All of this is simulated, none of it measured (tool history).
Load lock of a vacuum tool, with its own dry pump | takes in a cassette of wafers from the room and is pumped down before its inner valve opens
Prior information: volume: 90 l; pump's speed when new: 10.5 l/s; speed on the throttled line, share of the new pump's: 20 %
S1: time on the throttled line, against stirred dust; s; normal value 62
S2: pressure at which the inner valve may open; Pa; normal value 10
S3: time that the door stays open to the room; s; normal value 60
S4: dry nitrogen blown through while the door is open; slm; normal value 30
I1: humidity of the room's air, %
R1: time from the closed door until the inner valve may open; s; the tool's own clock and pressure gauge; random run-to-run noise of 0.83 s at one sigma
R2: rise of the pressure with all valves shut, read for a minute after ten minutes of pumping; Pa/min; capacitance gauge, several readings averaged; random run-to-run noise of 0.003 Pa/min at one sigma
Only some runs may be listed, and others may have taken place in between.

| run | hour | S1 | S2 | S3 | S4 | I1 | R1 | R2 |
|---|---|---|---|---|---|---|---|---|
| 1 | 0.0 | 62 | 10 | 60 | 30 | 41.4 | 135.9 | 0.112 |
| 2 | 241.2 | 62 | 10 | 60 | 30 | 46.0 | 136.6 | 0.117 |
| 3 | 587.4 | 117 | 10 | 60 | 30 | 48.5 | 178.7 | 0.121 |
| 4 | 896.5 | 117 | 10 | 60 | 30 | 48.9 | 178.7 | 0.130 |
| 5 | 1096.6 | 117 | 10 | 60 | 30 | 41.6 | 178.2 | 0.119 |
| 6 | 1497.0 | 117 | 10 | 60 | 30 | 40.9 | 177.0 | 0.136 |
| 7 | 1804.6 | 117 | 17 | 60 | 30 | 44.9 | 175.2 | 0.139 |
| 8 | 1972.5 | 117 | 17 | 60 | 30 | 46.8 | 173.1 | 0.145 |
| 9 | 2203.7 | 117 | 17 | 60 | 30 | 42.3 | 174.9 | 0.148 |
| 10 | 2533.1 | 62 | 10 | 60 | 30 | 44.5 | 136.0 | 0.152 |
| 11 | 2821.8 | 62 | 10 | 60 | 30 | 46.6 | 137.4 | 0.159 |
| 12 | 3107.0 | 62 | 10 | 60 | 30 | 43.3 | 137.0 | 0.165 |
| 13 | 3314.9 | 62 | 10 | 60 | 30 | 41.8 | 137.1 | 0.164 |
| 14 | 3587.7 | 62 | 10 | 47 | 30 | 45.1 | 137.0 | 0.168 |
| 15 | 3909.8 | 90 | 10 | 60 | 30 | 46.5 | 159.6 | 0.184 |
| 16 | 4183.0 | 62 | 10 | 60 | 30 | 46.0 | 138.3 | 0.190 |
| 17 | 4556.2 | 62 | 10 | 60 | 30 | 44.0 | 138.7 | 0.190 |
| 18 | 4740.9 | 62 | 10 | 60 | 30 | 42.8 | 138.0 | 0.190 |
| 19 | 5055.6 | 62 | 11 | 60 | 30 | 46.7 | 137.9 | 0.205 |
| 20 | 5410.6 | 102 | 10 | 151 | 30 | 46.0 | 170.5 | 0.222 |
| 21 | 5781.5 | 102 | 10 | 151 | 30 | 45.6 | 171.5 | 0.225 |
| 22 | 6102.2 | 102 | 10 | 151 | 30 | 43.2 | 169.9 | 0.230 |
| 23 | 6328.9 | 38 | 9 | 30 | 5 | 44.2 | 121.6 | 0.246 |
| 24 | 6702.5 | 38 | 9 | 30 | 5 | 44.4 | 123.7 | 0.253 |
| 25 | 6961.4 | 38 | 9 | 33 | 12 | 45.4 | 122.5 | 0.254 |
| 26 | 7185.1 | 84 | 7 | 83 | 30 | 45.9 | 159.8 | 0.253 |
| 27 | 7560.4 | 84 | 7 | 83 | 30 | 45.6 | 161.7 | 0.263 |
| 28 | 7800.4 | 62 | 10 | 230 | 30 | 47.3 | 140.3 | 0.283 |
| 29 | 8211.6 | 47 | 10 | 53 | 33 | 44.1 | 129.6 | 0.272 |
| 30 | 8591.5 | 62 | 16 | 35 | 30 | 42.3 | 135.9 | 0.285 |
| 31 | 9001.1 | 49 | 10 | 144 | 12 | 44.0 | 132.3 | 0.319 |
| 32 | 9279.0 | 49 | 10 | 199 | 12 | 41.5 | 131.9 | 0.335 |
| 33 | 9665.0 | 49 | 10 | 100 | 6 | 46.3 | 131.1 | 0.348 |
| 34 | 9868.4 | 62 | 10 | 60 | 20 | 44.3 | 140.7 | 0.332 |
|  | 10086.4 | door's seal changed, seat wiped |
| 35 | 10218.7 | 62 | 10 | 60 | 20 | 41.7 | 142.2 | 0.030 |

Table of differences, measured result less the result of that run with no hidden state. Run-to-run variation is the same in both. Gauge scatter possibly is not:
Hidden state present: pump's speed, % of a new pump's; leak at the door's seal, Pa l/s; drift of the gauge itself on ready_s, %; drift of the gauge itself on rise_pa_min, %.
| run | R1 | R2 |
|---|---|---|
| 1 | +5.8 | +0.088 |
| 2 | +6.0 | +0.090 |
| 3 | +5.2 | +0.095 |
| 4 | +5.3 | +0.101 |
| 5 | +5.3 | +0.103 |
| 6 | +5.6 | +0.111 |
| 7 | +5.5 | +0.119 |
| 8 | +5.5 | +0.120 |
| 9 | +5.7 | +0.123 |
| 10 | +7.5 | +0.130 |
| 11 | +7.7 | +0.131 |
| 12 | +7.8 | +0.140 |
| 13 | +8.0 | +0.142 |
| 14 | +8.2 | +0.148 |
| 15 | +7.8 | +0.156 |
| 16 | +8.6 | +0.157 |
| 17 | +8.9 | +0.166 |
| 18 | +8.9 | +0.170 |
| 19 | +8.8 | +0.181 |
| 20 | +8.4 | +0.186 |
| 21 | +8.6 | +0.195 |
| 22 | +8.7 | +0.201 |
| 23 | +10.8 | +0.205 |
| 24 | +11.2 | +0.217 |
| 25 | +11.3 | +0.221 |
| 26 | +10.4 | +0.226 |
| 27 | +10.7 | +0.237 |
| 28 | +11.0 | +0.243 |
| 29 | +11.7 | +0.248 |
| 30 | +10.8 | +0.266 |
| 31 | +12.4 | +0.272 |
| 32 | +12.5 | +0.281 |
| 33 | +12.8 | +0.287 |
| 34 | +12.4 | +0.299 |
| 35 | +12.7 | +0.001 |
